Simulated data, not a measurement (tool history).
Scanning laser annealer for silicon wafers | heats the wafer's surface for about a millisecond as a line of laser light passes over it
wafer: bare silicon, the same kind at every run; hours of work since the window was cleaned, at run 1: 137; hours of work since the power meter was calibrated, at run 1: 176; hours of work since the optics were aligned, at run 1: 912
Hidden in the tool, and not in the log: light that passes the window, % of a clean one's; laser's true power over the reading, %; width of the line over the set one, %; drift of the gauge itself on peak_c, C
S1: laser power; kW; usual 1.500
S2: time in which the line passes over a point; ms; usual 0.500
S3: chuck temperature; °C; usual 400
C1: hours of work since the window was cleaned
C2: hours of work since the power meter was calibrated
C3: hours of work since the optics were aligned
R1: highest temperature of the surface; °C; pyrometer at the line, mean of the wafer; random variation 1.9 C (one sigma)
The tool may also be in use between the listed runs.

| run | day | S1 | S2 | S3 | C1 | C2 | C3 | R1 |
|---|---|---|---|---|---|---|---|---|
| 1 | 0.000 | 1.500 | 0.500 | 400 | 137 | 176 | 912 | 1222 |
| 2 | 0.758 | 1.500 | 0.500 | 424 | 146 | 184 | 921 | 1244 |
| 3 | 1.492 | 1.500 | 0.500 | 424 | 154 | 192 | 929 | 1243 |
| 4 | 1.892 | 1.500 | 0.500 | 424 | 158 | 196 | 933 | 1243 |
| 5 | 2.579 | 1.500 | 0.500 | 424 | 166 | 204 | 941 | 1243 |
| 6 | 3.417 | 1.500 | 0.500 | 424 | 175 | 213 | 950 | 1241 |
| 7 | 3.917 | 1.500 | 0.500 | 424 | 181 | 219 | 956 | 1241 |
| 8 | 4.696 | 1.500 | 0.500 | 390 | 189 | 227 | 964 | 1210 |
| 9 | 5.071 | 1.500 | 0.500 | 390 | 193 | 232 | 968 | 1208 |
| 10 | 5.617 | 1.500 | 0.500 | 403 | 199 | 238 | 974 | 1219 |
| 11 | 6.367 | 1.500 | 0.360 | 400 | 208 | 246 | 983 | 1080 |
| 12 | 7.162 | 1.500 | 0.360 | 400 | 216 | 255 | 991 | 1079 |
| 13 | 7.829 | 1.500 | 0.360 | 400 | 224 | 262 | 999 | 1078 |
| 14 | 8.392 | 1.500 | 0.360 | 400 | 230 | 268 | 1005 | 1081 |
| 15 | 8.979 | 1.500 | 0.500 | 400 | 236 | 275 | 1011 | 1214 |
| 16 | 9.579 | 1.500 | 0.500 | 400 | 243 | 281 | 1018 | 1215 |
| 17 | 9.946 | 1.500 | 0.500 | 400 | 247 | 285 | 1022 | 1213 |
| 18 | 10.650 | 1.500 | 0.500 | 400 | 255 | 293 | 1030 | 1217 |
| 19 | 11.475 | 1.500 | 0.500 | 400 | 264 | 302 | 1039 | 1211 |
| 20 | 12.217 | 1.500 | 0.500 | 400 | 272 | 310 | 1047 | 1212 |
| 21 | 12.879 | 1.500 | 0.500 | 400 | 279 | 318 | 1054 | 1212 |
| 22 | 13.475 | 1.500 | 0.500 | 400 | 286 | 324 | 1061 | 1210 |
| 23 | 13.983 | 1.500 | 0.386 | 361 | 291 | 330 | 1066 | 1063 |
| 24 | 14.821 | 1.406 | 0.554 | 421 | 301 | 339 | 1076 | 1220 |
| 25 | 15.188 | 1.500 | 0.428 | 385 | 305 | 343 | 1080 | 1130 |
| 26 | 15.729 | 1.372 | 0.381 | 418 | 311 | 349 | 1086 | 1048 |
| 27 | 16.583 | 1.334 | 0.455 | 371 | 320 | 358 | 1095 | 1044 |
| 28 | 17.179 | 1.317 | 0.438 | 438 | 327 | 365 | 1102 | 1090 |
| 29 | 17.842 | 1.317 | 0.438 | 438 | 334 | 372 | 1109 | 1088 |
| 30 | 18.592 | 1.357 | 0.500 | 400 | 342 | 380 | 1117 | 1123 |
| 31 | 19.200 | 1.487 | 0.504 | 360 | 349 | 387 | 1124 | 1165 |
| 32 | 19.688 | 1.553 | 0.362 | 432 | 354 | 392 | 1129 | 1135 |
| 33 | 20.342 | 1.623 | 0.447 | 361 | 361 | 400 | 1136 | 1188 |
| 34 | 20.996 | 1.356 | 0.387 | 384 | 369 | 407 | 1144 | 1013 |
| 35 | 21.367 | 1.373 | 0.419 | 384 | 373 | 411 | 1148 | 1044 |
| 36 | 21.900 | 1.373 | 0.419 | 384 | 379 | 417 | 1154 | 1048 |
| 37 | 22.633 | 1.645 | 0.551 | 363 | 387 | 425 | 1162 | 1302 |
| 38 | 23.475 | 1.645 | 0.551 | 363 | 396 | 434 | 1171 | 1304 |
| 39 | 24.038 | 1.598 | 0.452 | 399 | 402 | 440 | 1177 | 1213 |
| 40 | 24.658 | 1.598 | 0.452 | 399 | 409 | 447 | 1184 | 1213 |
| 41 | 25.312 | 1.439 | 0.443 | 400 | 416 | 454 | 1191 | 1117 |

Forecast each of these 3 alternatives for the next run:
| A | 26.058 | 1.370 | 0.438 | 433 | 424 | 463 | 1199 | ? |
| B | 26.058 | 1.439 | 0.389 | 430 | 424 | 463 | 1199 | ? |
| C | 26.058 | 1.301 | 0.593 | 434 | 424 | 463 | 1199 | ? |

| run | R1 |
|---|---|
| A | 1110 |
| B | 1098 |
| C | 1188 |
Without the tool's hidden state the same runs would have given:
| run | R1 |
|---|---|
| A | 1139 |
| B | 1127 |
| C | 1221 |
